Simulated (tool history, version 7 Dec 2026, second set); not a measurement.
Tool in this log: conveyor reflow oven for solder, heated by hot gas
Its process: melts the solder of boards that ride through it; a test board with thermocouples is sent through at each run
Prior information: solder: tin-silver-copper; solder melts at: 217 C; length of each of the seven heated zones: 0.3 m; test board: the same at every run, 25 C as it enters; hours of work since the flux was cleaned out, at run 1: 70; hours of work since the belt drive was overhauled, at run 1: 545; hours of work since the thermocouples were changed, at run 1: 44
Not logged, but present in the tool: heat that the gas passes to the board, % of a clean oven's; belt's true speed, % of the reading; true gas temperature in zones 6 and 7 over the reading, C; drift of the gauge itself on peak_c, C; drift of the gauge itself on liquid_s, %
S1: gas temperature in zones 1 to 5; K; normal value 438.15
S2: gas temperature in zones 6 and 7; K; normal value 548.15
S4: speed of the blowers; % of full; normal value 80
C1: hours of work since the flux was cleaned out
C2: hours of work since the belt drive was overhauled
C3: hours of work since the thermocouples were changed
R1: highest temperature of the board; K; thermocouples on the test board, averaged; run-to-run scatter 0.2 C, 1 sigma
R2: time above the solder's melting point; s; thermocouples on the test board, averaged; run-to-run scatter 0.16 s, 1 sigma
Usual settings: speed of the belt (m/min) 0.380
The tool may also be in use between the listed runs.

{"run": 1, "day": 0.0, "S1": 438.15, "S2": 548.15, "speed of the belt (m/min)": 0.38, "S4": 80, "C1": 70, "C2": 545, "C3": 44, "R1": 529.45, "R2": 71.1}
{"run": 2, "day": 0.746, "S1": 430.15, "S2": 548.15, "speed of the belt (m/min)": 0.38, "S4": 80, "C1": 82, "C2": 557, "C3": 56, "R1": 528.25, "R2": 66.8}
{"run": 3, "day": 1.412, "S1": 432.15, "S2": 548.15, "speed of the belt (m/min)": 0.38, "S4": 80, "C1": 92, "C2": 567, "C3": 66, "R1": 528.35, "R2": 67.8}
{"run": 4, "day": 2.242, "S1": 438.15, "S2": 548.15, "speed of the belt (m/min)": 0.38, "S4": 80, "C1": 105, "C2": 580, "C3": 78, "R1": 529.45, "R2": 70.8}
{"run": 5, "day": 3.058, "S1": 438.15, "S2": 548.15, "speed of the belt (m/min)": 0.38, "S4": 80, "C1": 117, "C2": 592, "C3": 91, "R1": 529.65, "R2": 70.7}
{"run": 6, "day": 3.925, "S1": 438.15, "S2": 548.15, "speed of the belt (m/min)": 0.439, "S4": 80, "C1": 131, "C2": 606, "C3": 104, "R1": 523.65, "R2": 55.5}
{"run": 7, "day": 4.388, "S1": 438.15, "S2": 548.15, "speed of the belt (m/min)": 0.439, "S4": 80, "C1": 138, "C2": 613, "C3": 111, "R1": 523.55, "R2": 55.7}
{"run": 8, "day": 5.138, "S1": 438.15, "S2": 548.15, "speed of the belt (m/min)": 0.439, "S4": 80, "C1": 149, "C2": 624, "C3": 123, "R1": 523.75, "R2": 55.3}
{"run": 9, "day": 5.904, "S1": 438.15, "S2": 548.15, "speed of the belt (m/min)": 0.344, "S4": 80, "C1": 161, "C2": 636, "C3": 135, "R1": 532.25, "R2": 82.1}
{"run": 10, "day": 6.321, "S1": 438.15, "S2": 548.15, "speed of the belt (m/min)": 0.346, "S4": 80, "C1": 167, "C2": 642, "C3": 141, "R1": 532.55, "R2": 81.1}
{"run": 11, "day": 6.8, "S1": 438.15, "S2": 548.15, "speed of the belt (m/min)": 0.346, "S4": 80, "C1": 175, "C2": 650, "C3": 148, "R1": 532.55, "R2": 81.1}
{"run": 12, "day": 7.521, "S1": 438.15, "S2": 548.15, "speed of the belt (m/min)": 0.346, "S4": 80, "C1": 186, "C2": 661, "C3": 159, "R1": 532.45, "R2": 81.3}
{"run": 13, "day": 8.271, "S1": 441.15, "S2": 548.15, "speed of the belt (m/min)": 0.38, "S4": 80, "C1": 197, "C2": 672, "C3": 171, "R1": 529.45, "R2": 72.4}
{"run": 14, "day": 9.062, "S1": 438.15, "S2": 545.15, "speed of the belt (m/min)": 0.38, "S4": 80, "C1": 209, "C2": 684, "C3": 183, "R1": 526.25, "R2": 68.2}
{"day": 9.408, "done": "flux residue cleaned out of gas plates and filters"}
{"run": 15, "day": 10.092, "S1": 438.15, "S2": 545.15, "speed of the belt (m/min)": 0.38, "S4": 80, "C1": 10, "C2": 697, "C3": 196, "R1": 526.15, "R2": 67.6}
{"run": 16, "day": 10.846, "S1": 427.15, "S2": 560.15, "speed of the belt (m/min)": 0.38, "S4": 58, "C1": 22, "C2": 709, "C3": 207, "R1": 531.85, "R2": 67.8}
{"run": 17, "day": 11.504, "S1": 427.15, "S2": 556.15, "speed of the belt (m/min)": 0.38, "S4": 58, "C1": 32, "C2": 719, "C3": 217, "R1": 528.25, "R2": 64.5}
{"run": 18, "day": 12.162, "S1": 427.15, "S2": 556.15, "speed of the belt (m/min)": 0.38, "S4": 58, "C1": 42, "C2": 729, "C3": 228, "R1": 528.25, "R2": 64.6}
{"run": 19, "day": 12.846, "S1": 427.15, "S2": 556.15, "speed of the belt (m/min)": 0.38, "S4": 58, "C1": 53, "C2": 739, "C3": 238, "R1": 528.05, "R2": 64.4}
{"run": 20, "day": 13.258, "S1": 432.15, "S2": 548.15, "speed of the belt (m/min)": 0.452, "S4": 78, "C1": 59, "C2": 746, "C3": 244, "R1": 519.65, "R2": 47.9}
{"run": 21, "day": 13.725, "S1": 432.15, "S2": 548.15, "speed of the belt (m/min)": 0.452, "S4": 78, "C1": 66, "C2": 753, "C3": 252, "R1": 519.45, "R2": 47.6}
{"day": 14.212, "done": "flux residue cleaned out of gas plates and filters, once more"}
{"run": 22, "day": 14.604, "S1": 444.15, "S2": 548.15, "speed of the belt (m/min)": 0.38, "S4": 76, "C1": 6, "C2": 763, "C3": 262, "R1": 530.15, "R2": 73.9}
{"run": 23, "day": 15.292, "S1": 437.15, "S2": 547.15, "speed of the belt (m/min)": 0.351, "S4": 86, "C1": 17, "C2": 774, "C3": 272, "R1": 531.85, "R2": 80.1}
{"run": 24, "day": 16.058, "S1": 424.15, "S2": 548.15, "speed of the belt (m/min)": 0.38, "S4": 80, "C1": 28, "C2": 786, "C3": 284, "R1": 527.35, "R2": 64.3}
{"run": 25, "day": 16.925, "S1": 447.15, "S2": 548.15, "speed of the belt (m/min)": 0.428, "S4": 89, "C1": 42, "C2": 799, "C3": 297, "R1": 528.55, "R2": 65.0}
{"run": 26, "day": 17.479, "S1": 447.15, "S2": 548.15, "speed of the belt (m/min)": 0.428, "S4": 89, "C1": 50, "C2": 807, "C3": 306, "R1": 528.35, "R2": 65.1}
{"run": 27, "day": 18.133, "S1": 438.15, "S2": 548.15, "speed of the belt (m/min)": 0.38, "S4": 52, "C1": 60, "C2": 817, "C3": 316, "R1": 523.05, "R2": 63.6}
{"run": 28, "day": 18.942, "S1": 438.15, "S2": 548.15, "speed of the belt (m/min)": 0.305, "S4": 76, "C1": 73, "C2": 830, "C3": 328, "R1": 535.45, "R2": 96.6}
{"run": 29, "day": 19.654, "S1": 438.15, "S2": 559.15, "speed of the belt (m/min)": 0.372, "S4": 84, "C1": 84, "C2": 841, "C3": 339, "R1": 540.65, "R2": 81.2}
{"run": 30, "day": 20.4, "S1": 438.15, "S2": 559.15, "speed of the belt (m/min)": 0.372, "S4": 84, "C1": 95, "C2": 852, "C3": 351, "R1": 540.35, "R2": 81.0}

Consider 5 possible next runs. They are alternatives, not a sequence: every one starts from the tool as it was left by run 30. What does each give?
{"run": "A", "day": 21.175, "S1": 438.15, "S2": 548.15, "speed of the belt (m/min)": 0.385, "S4": 53, "C1": 107, "C2": 864, "C3": 363, "R1": "?", "R2": "?"}
{"run": "B", "day": 21.175, "S1": 425.15, "S2": 559.15, "speed of the belt (m/min)": 0.422, "S4": 61, "C1": 107, "C2": 864, "C3": 363, "R1": "?", "R2": "?"}
{"run": "C", "day": 21.175, "S1": 438.15, "S2": 559.15, "speed of the belt (m/min)": 0.362, "S4": 74, "C1": 107, "C2": 864, "C3": 363, "R1": "?", "R2": "?"}
{"run": "D", "day": 21.175, "S1": 449.15, "S2": 559.15, "speed of the belt (m/min)": 0.372, "S4": 65, "C1": 107, "C2": 864, "C3": 363, "R1": "?", "R2": "?"}
{"run": "E", "day": 21.175, "S1": 438.15, "S2": 548.15, "speed of the belt (m/min)": 0.38, "S4": 57, "C1": 107, "C2": 864, "C3": 363, "R1": "?", "R2": "?"}

run=A R1=522.35 R2=62.1
run=B R1=526.95 R2=56.1
run=C R1=539.75 R2=82.4
run=D R1=538.55 R2=83.4
run=E R1=524.35 R2=64.9
With no hidden state in the tool, these same runs would have given:
run=A R1=523.25 R2=62.5
run=B R1=527.95 R2=56.5
run=C R1=540.75 R2=82.4
run=D R1=539.55 R2=83.4
run=E R1=525.35 R2=65.2

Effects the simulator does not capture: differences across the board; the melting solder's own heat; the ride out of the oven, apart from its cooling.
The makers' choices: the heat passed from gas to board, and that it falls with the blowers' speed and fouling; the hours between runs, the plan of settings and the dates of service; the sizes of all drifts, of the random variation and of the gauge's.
